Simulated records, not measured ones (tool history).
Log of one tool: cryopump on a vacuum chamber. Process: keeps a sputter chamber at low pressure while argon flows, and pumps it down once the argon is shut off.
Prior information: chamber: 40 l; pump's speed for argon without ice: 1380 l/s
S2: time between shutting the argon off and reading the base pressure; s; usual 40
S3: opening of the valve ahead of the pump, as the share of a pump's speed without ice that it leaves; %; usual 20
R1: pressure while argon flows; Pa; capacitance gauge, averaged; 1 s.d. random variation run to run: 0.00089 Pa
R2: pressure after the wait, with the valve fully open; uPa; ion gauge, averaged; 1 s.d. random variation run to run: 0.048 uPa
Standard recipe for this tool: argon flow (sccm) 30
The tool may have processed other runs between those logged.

run 1 hour=0.0 | argon_flow_(sccm)=30 S2=40 S3=20 | R1=0.1873 R2=3.39
run 2 hour=65.2 | argon_flow_(sccm)=30 S2=32 S3=20 | R1=0.1876 R2=4.16
run 3 hour=108.7 | argon_flow_(sccm)=50 S2=40 S3=20 | R1=0.3150 R2=3.51
run 4 hour=148.7 | argon_flow_(sccm)=30 S2=40 S3=20 | R1=0.1885 R2=3.61
run 5 hour=209.3 | argon_flow_(sccm)=30 S2=40 S3=20 | R1=0.1904 R2=3.55
run 6 hour=251.3 | argon_flow_(sccm)=30 S2=40 S3=20 | R1=0.1880 R2=3.69
run 7 hour=285.4 | argon_flow_(sccm)=17 S2=40 S3=20 | R1=0.1087 R2=3.69
run 8 hour=365.5 | argon_flow_(sccm)=17 S2=94 S3=20 | R1=0.1075 R2=2.26
run 9 hour=425.8 | argon_flow_(sccm)=17 S2=94 S3=20 | R1=0.1095 R2=2.41
run 10 hour=465.1 | argon_flow_(sccm)=30 S2=40 S3=34 | R1=0.1165 R2=4.00
run 11 hour=508.9 | argon_flow_(sccm)=30 S2=40 S3=34 | R1=0.1170 R2=4.04
run 12 hour=561.1 | argon_flow_(sccm)=30 S2=40 S3=34 | R1=0.1177 R2=4.21
run 13 hour=637.6 | argon_flow_(sccm)=21 S2=40 S3=20 | R1=0.1351 R2=4.30
run 14 hour=699.9 | argon_flow_(sccm)=21 S2=40 S3=20 | R1=0.1358 R2=4.51
run 15 hour=756.8 | argon_flow_(sccm)=30 S2=40 S3=20 | R1=0.1944 R2=4.51
run 16 hour=831.1 | argon_flow_(sccm)=30 S2=40 S3=20 | R1=0.1949 R2=4.59
run 17 hour=895.9 | argon_flow_(sccm)=56 S2=40 S3=20 | R1=0.3662 R2=4.86
run 18 hour=972.9 | argon_flow_(sccm)=50 S2=45 S3=23 | R1=0.2899 R2=4.55
-- hour=1034.4 pump warmed up, emptied and cooled again
run 19 hour=1061.6 | argon_flow_(sccm)=21 S2=40 S3=20 | R1=0.1291 R2=4.32
run 20 hour=1121.1 | argon_flow_(sccm)=21 S2=40 S3=20 | R1=0.1291 R2=4.49
run 21 hour=1166.1 | argon_flow_(sccm)=30 S2=170 S3=35 | R1=0.1070 R2=2.44
run 22 hour=1234.2 | argon_flow_(sccm)=13 S2=129 S3=20 | R1=0.0802 R2=2.76
run 23 hour=1299.6 | argon_flow_(sccm)=13 S2=129 S3=20 | R1=0.0823 R2=2.81
run 24 hour=1341.6 | argon_flow_(sccm)=30 S2=28 S3=28 | R1=0.1346 R2=5.91
run 25 hour=1388.2 | argon_flow_(sccm)=30 S2=28 S3=50 | R1=0.0770 R2=6.00
run 26 hour=1452.3 | argon_flow_(sccm)=24 S2=28 S3=50 | R1=0.0613 R2=5.95
run 27 hour=1510.0 | argon_flow_(sccm)=36 S2=147 S3=20 | R1=0.2252 R2=3.07
run 28 hour=1575.7 | argon_flow_(sccm)=17 S2=173 S3=30 | R1=0.0727 R2=3.11
run 29 hour=1621.6 | argon_flow_(sccm)=17 S2=173 S3=30 | R1=0.0719 R2=3.20
run 30 hour=1672.5 | argon_flow_(sccm)=15 S2=210 S3=20 | R1=0.0954 R2=3.22
run 31 hour=1718.7 | argon_flow_(sccm)=32 S2=95 S3=20 | R1=0.2013 R2=3.96
run 32 hour=1788.4 | argon_flow_(sccm)=32 S2=95 S3=20 | R1=0.2041 R2=4.12
run 33 hour=1853.2 | argon_flow_(sccm)=32 S2=95 S3=20 | R1=0.2048 R2=4.13
run 34 hour=1924.2 | argon_flow_(sccm)=30 S2=40 S3=30 | R1=0.1305 R2=5.87

Predict each of these 4 candidate next runs independently; none follows another, all start after run 34:
run A hour=2004.9 | argon_flow_(sccm)=15 S2=21 S3=32 | R1=? R2=?
run B hour=2004.9 | argon_flow_(sccm)=19 S2=67 S3=30 | R1=? R2=?
run C hour=2004.9 | argon_flow_(sccm)=30 S2=40 S3=16 | R1=? R2=?
run D hour=2004.9 | argon_flow_(sccm)=53 S2=26 S3=32 | R1=? R2=?

run=A R1=0.0620 R2=8.44
run=B R1=0.0831 R2=4.86
run=C R1=0.2382 R2=5.95
run=D R1=0.2213 R2=7.45
The same runs, with their run-to-run variation unchanged, on a tool lacking any hidden condition would have given:
run=A R1=0.0572 R2=5.33
run=B R1=0.0770 R2=1.77
run=C R1=0.2286 R2=2.87
run=D R1=0.2042 R2=4.33
